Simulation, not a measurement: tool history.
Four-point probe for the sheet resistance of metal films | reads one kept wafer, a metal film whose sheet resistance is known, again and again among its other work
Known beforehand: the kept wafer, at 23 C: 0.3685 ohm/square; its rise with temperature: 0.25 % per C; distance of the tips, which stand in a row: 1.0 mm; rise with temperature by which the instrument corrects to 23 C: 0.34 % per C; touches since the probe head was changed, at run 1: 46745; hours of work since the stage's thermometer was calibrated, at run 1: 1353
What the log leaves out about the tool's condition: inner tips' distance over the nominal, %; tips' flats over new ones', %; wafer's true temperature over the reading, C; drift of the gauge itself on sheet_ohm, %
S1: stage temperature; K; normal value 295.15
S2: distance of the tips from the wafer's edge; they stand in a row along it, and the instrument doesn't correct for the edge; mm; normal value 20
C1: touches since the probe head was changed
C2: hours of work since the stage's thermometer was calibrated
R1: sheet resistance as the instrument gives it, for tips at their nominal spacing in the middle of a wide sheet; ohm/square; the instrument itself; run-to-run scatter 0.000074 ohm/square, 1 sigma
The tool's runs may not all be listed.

run	hour	S1	S2	C1	C2	R1
1	0.0	295.15	20	46745	1353	0.367946
2	61.1	295.15	20	49300	1389	0.368001
3	106.4	295.15	20	51196	1415	0.367755
4	217.7	295.15	20	55856	1480	0.367877
5	273.4	295.15	6	58186	1513	0.372716
6	370.9	295.15	6	62266	1570	0.372684
7	456.3	307.15	20	65841	1620	0.364164
8	564.4	307.15	20	70366	1683	0.364185
9	609.3	307.15	20	72244	1709	0.364059
10	703.3	307.15	20	76177	1764	0.364104
# hour 709.6: stage's thermometer calibrated
11	811.1	307.15	20	80668	59	0.364143
12	912.6	297.15	41	84916	119	0.366544
13	975.4	297.15	41	87542	155	0.366428
14	1070.1	295.15	73	91506	211	0.366985
15	1180.7	295.15	73	96133	275	0.367156
# hour 1213.3: stage's thermometer calibrated, once more
16	1259.6	295.15	73	99414	27	0.366154
17	1328.2	300.15	3	102286	67	0.385062
18	1429.7	300.15	14	106532	126	0.365528
19	1519.2	301.15	50	110280	179	0.364221
20	1597.5	301.15	50	113557	225	0.364257
21	1695.0	294.15	4	117637	282	0.378221
22	1790.3	297.15	12	121623	337	0.366557

Forecast each of these 3 alternatives for the next run:
A	1900.6	298.15	49	126240	402	?
B	1900.6	300.15	40	126240	402	?
C	1900.6	294.15	30	126240	402	?

run	R1
A	0.364956
B	0.364434
C	0.366147
Without the tool's hidden state the same runs would have given:
run	R1
A	0.368027
B	0.367501
C	0.369226

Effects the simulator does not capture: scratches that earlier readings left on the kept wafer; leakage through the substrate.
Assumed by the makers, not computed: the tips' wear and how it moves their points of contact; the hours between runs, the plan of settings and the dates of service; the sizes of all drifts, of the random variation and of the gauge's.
